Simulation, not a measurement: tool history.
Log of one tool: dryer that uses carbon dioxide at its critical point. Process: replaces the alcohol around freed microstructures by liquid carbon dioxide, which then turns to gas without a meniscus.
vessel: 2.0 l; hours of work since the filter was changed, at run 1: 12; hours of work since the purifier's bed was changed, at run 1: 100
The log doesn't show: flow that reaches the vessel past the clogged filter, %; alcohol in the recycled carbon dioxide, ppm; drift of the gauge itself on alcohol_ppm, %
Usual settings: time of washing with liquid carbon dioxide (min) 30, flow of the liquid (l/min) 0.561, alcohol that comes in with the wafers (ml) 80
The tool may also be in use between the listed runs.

run	hour	time of washing with liquid carbon dioxide (min)	flow of the liquid (l/min)	alcohol that comes in with the wafers (ml)	hours of work since the filter was changed	hours of work since the purifier's bed was changed	alcohol left in the vessel before it's heated (ppm by volume)
1	0.0	30	0.561	80	12	100	79
2	12.9	30	0.561	80	17	105	75
3	31.0	30	0.561	80	24	112	77
4	45.7	30	0.561	80	30	118	78
5	55.3	30	0.561	80	33	122	83
6	70.8	30	0.561	80	39	128	84
7	84.2	30	0.561	80	45	133	81
8	99.8	30	0.561	80	51	139	75
9	115.7	30	0.488	80	57	145	174
10	124.6	30	0.561	80	60	148	90
11	134.4	30	0.561	93	64	152	103
12	143.1	30	0.561	93	67	155	96
13	156.3	30	0.561	93	72	160	100
14	167.2	30	0.561	93	77	165	98
15	182.1	30	0.561	80	82	170	106
16	196.3	30	0.561	80	88	176	101
17	216.9	30	0.561	80	96	184	94
18	231.8	25	0.561	80	101	190	226
19	251.3	25	0.561	80	109	197	227
20	266.4	30	0.561	80	115	203	95
21	277.5	30	0.561	80	119	207	104
22	293.3	30	0.561	80	125	213	97
23	307.6	30	0.561	80	131	219	102
24	321.0	30	0.561	80	136	224	108
25	340.5	30	0.561	80	143	231	111
26	356.0	21	0.786	103	149	237	147
27	375.4	44	0.786	27	157	245	44
28	391.3	30	0.640	53	163	251	56
29	404.3	29	0.561	80	168	256	139
30	416.6	30	0.561	91	172	261	119
31	429.8	30	0.561	91	177	266	136
32	449.8	30	0.561	91	185	273	132
33	462.4	30	0.561	91	190	278	133
34	476.1	30	0.403	28	195	283	200
35	491.0	30	0.403	28	201	289	210
36	504.4	37	0.655	115	206	294	55
37	519.2	22	0.952	60	212	300	55
38	531.2	22	0.952	60	216	305	70
39	543.7	44	0.513	37	221	309	48
40	553.6	44	0.513	37	225	313	55
41	565.0	47	0.513	36	229	318	45
42	578.2	47	0.513	36	235	323	52
43	591.4	47	0.513	36	240	328	47
44	601.8	20	0.688	112	244	332	418
45	610.9	27	0.430	45	247	335	383
# hour 613.8: inlet filter changed
46	622.3	48	0.590	21	3	339	53
47	632.8	21	0.550	22	7	343	174

How the hidden state differs across the entries between the runs, from the last listed run before each to the first after it:
Between runs 45 and 46: inlet filter changed (hour 613.8)
  flow that reaches the vessel past the clogged filter, %: 92.8 -> 99.8; alcohol in the recycled carbon dioxide, ppm: 53.2 -> 53.8
  measured less the result without the state, alcohol left in the vessel before it's heated (ppm by volume): +141 -> +49
